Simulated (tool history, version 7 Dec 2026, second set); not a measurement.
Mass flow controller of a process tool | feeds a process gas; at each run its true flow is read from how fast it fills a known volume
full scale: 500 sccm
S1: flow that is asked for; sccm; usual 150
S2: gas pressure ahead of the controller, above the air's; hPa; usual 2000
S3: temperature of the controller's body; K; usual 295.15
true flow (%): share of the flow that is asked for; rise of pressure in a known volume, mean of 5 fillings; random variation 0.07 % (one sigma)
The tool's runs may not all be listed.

{"run": 1, "hour": 0.0, "S1": 150, "S2": 2000, "S3": 295.15, "true flow (%)": 97.47}
{"run": 2, "hour": 243.3, "S1": 150, "S2": 2000, "S3": 295.15, "true flow (%)": 97.34}
{"run": 3, "hour": 455.5, "S1": 150, "S2": 2000, "S3": 295.15, "true flow (%)": 97.37}
{"run": 4, "hour": 788.1, "S1": 150, "S2": 2480, "S3": 295.15, "true flow (%)": 97.71}
{"run": 5, "hour": 1176.2, "S1": 150, "S2": 2480, "S3": 295.15, "true flow (%)": 97.74}
{"run": 6, "hour": 1494.8, "S1": 150, "S2": 2480, "S3": 295.15, "true flow (%)": 97.76}
{"run": 7, "hour": 1892.7, "S1": 150, "S2": 2480, "S3": 307.15, "true flow (%)": 99.02}
{"run": 8, "hour": 2155.5, "S1": 150, "S2": 2000, "S3": 295.15, "true flow (%)": 97.3}
{"run": 9, "hour": 2552.0, "S1": 150, "S2": 2000, "S3": 295.15, "true flow (%)": 97.45}
{"run": 10, "hour": 2889.0, "S1": 150, "S2": 1880, "S3": 295.15, "true flow (%)": 97.35}
{"run": 11, "hour": 3238.5, "S1": 150, "S2": 1880, "S3": 295.15, "true flow (%)": 97.27}
{"run": 12, "hour": 3406.2, "S1": 150, "S2": 1880, "S3": 295.15, "true flow (%)": 97.31}
{"run": 13, "hour": 3784.8, "S1": 150, "S2": 1880, "S3": 295.15, "true flow (%)": 97.3}
{"run": 14, "hour": 4097.5, "S1": 150, "S2": 1880, "S3": 295.15, "true flow (%)": 97.21}
{"run": 15, "hour": 4421.0, "S1": 150, "S2": 1880, "S3": 295.15, "true flow (%)": 97.28}
{"run": 16, "hour": 4636.9, "S1": 150, "S2": 1880, "S3": 295.15, "true flow (%)": 97.23}
{"run": 17, "hour": 4888.2, "S1": 150, "S2": 1880, "S3": 295.15, "true flow (%)": 97.38}
{"run": 18, "hour": 5067.2, "S1": 150, "S2": 2000, "S3": 295.15, "true flow (%)": 97.36}
{"run": 19, "hour": 5246.0, "S1": 150, "S2": 2000, "S3": 295.15, "true flow (%)": 97.33}
{"run": 20, "hour": 5569.1, "S1": 238, "S2": 2000, "S3": 295.15, "true flow (%)": 97.89}
{"hour": 5704.7, "done": "controller exchanged for a calibrated one"}
{"run": 21, "hour": 5907.2, "S1": 238, "S2": 2000, "S3": 295.15, "true flow (%)": 97.9}
{"run": 22, "hour": 6236.9, "S1": 238, "S2": 2000, "S3": 295.15, "true flow (%)": 97.88}
{"run": 23, "hour": 6534.7, "S1": 238, "S2": 2000, "S3": 295.15, "true flow (%)": 97.97}
{"run": 24, "hour": 6869.2, "S1": 150, "S2": 2590, "S3": 299.15, "true flow (%)": 98.15}
{"run": 25, "hour": 7260.9, "S1": 150, "S2": 1450, "S3": 307.15, "true flow (%)": 98.37}
{"run": 26, "hour": 7462.1, "S1": 61, "S2": 2560, "S3": 307.15, "true flow (%)": 98.59}
{"run": 27, "hour": 7821.0, "S1": 61, "S2": 2560, "S3": 307.15, "true flow (%)": 98.44}
{"run": 28, "hour": 8087.2, "S1": 357, "S2": 2610, "S3": 307.15, "true flow (%)": 100.51}
{"run": 29, "hour": 8399.4, "S1": 456, "S2": 2730, "S3": 297.15, "true flow (%)": 100.07}
{"run": 30, "hour": 8656.0, "S1": 456, "S2": 2730, "S3": 297.15, "true flow (%)": 100.1}
{"run": 31, "hour": 8866.4, "S1": 370, "S2": 1420, "S3": 299.15, "true flow (%)": 98.95}
{"run": 32, "hour": 9209.5, "S1": 370, "S2": 1420, "S3": 299.15, "true flow (%)": 98.88}
{"run": 33, "hour": 9585.9, "S1": 160, "S2": 2740, "S3": 304.15, "true flow (%)": 98.9}
{"run": 34, "hour": 9959.8, "S1": 90, "S2": 1410, "S3": 298.15, "true flow (%)": 97.0}
{"run": 35, "hour": 10168.7, "S1": 90, "S2": 1410, "S3": 298.15, "true flow (%)": 96.96}
{"run": 36, "hour": 10363.9, "S1": 387, "S2": 1410, "S3": 308.15, "true flow (%)": 100.01}
{"run": 37, "hour": 10529.9, "S1": 51, "S2": 2270, "S3": 293.15, "true flow (%)": 96.75}
{"run": 38, "hour": 10889.1, "S1": 51, "S2": 2270, "S3": 293.15, "true flow (%)": 96.84}
{"run": 39, "hour": 11244.7, "S1": 229, "S2": 1730, "S3": 307.15, "true flow (%)": 99.12}
{"run": 40, "hour": 11575.6, "S1": 56, "S2": 2180, "S3": 303.15, "true flow (%)": 97.75}
{"run": 41, "hour": 11828.8, "S1": 105, "S2": 2040, "S3": 300.15, "true flow (%)": 97.65}
{"run": 42, "hour": 12077.2, "S1": 143, "S2": 1860, "S3": 296.15, "true flow (%)": 97.43}
{"run": 43, "hour": 12270.2, "S1": 143, "S2": 1860, "S3": 296.15, "true flow (%)": 97.23}
{"run": 44, "hour": 12536.2, "S1": 107, "S2": 2370, "S3": 294.15, "true flow (%)": 97.23}
{"run": 45, "hour": 12808.8, "S1": 398, "S2": 2450, "S3": 295.15, "true flow (%)": 99.24}

Forecast each of these 5 alternatives for the next run:
{"run": "A", "hour": 12972.3, "S1": 134, "S2": 1710, "S3": 295.15, "true flow (%)": "?"}
{"run": "B", "hour": 12972.3, "S1": 318, "S2": 2420, "S3": 295.15, "true flow (%)": "?"}
{"run": "C", "hour": 12972.3, "S1": 107, "S2": 2110, "S3": 299.15, "true flow (%)": "?"}
{"run": "D", "hour": 12972.3, "S1": 237, "S2": 1520, "S3": 306.15, "true flow (%)": "?"}
{"run": "E", "hour": 12972.3, "S1": 66, "S2": 2000, "S3": 294.15, "true flow (%)": "?"}

run=A true_flow_(%)=97.09
run=B true_flow_(%)=98.68
run=C true_flow_(%)=97.49
run=D true_flow_(%)=99.00
run=E true_flow_(%)=96.68
Without the tool's hidden state the same runs would have given:
run=A true_flow_(%)=97.07
run=B true_flow_(%)=98.66
run=C true_flow_(%)=97.46
run=D true_flow_(%)=98.99
run=E true_flow_(%)=96.64
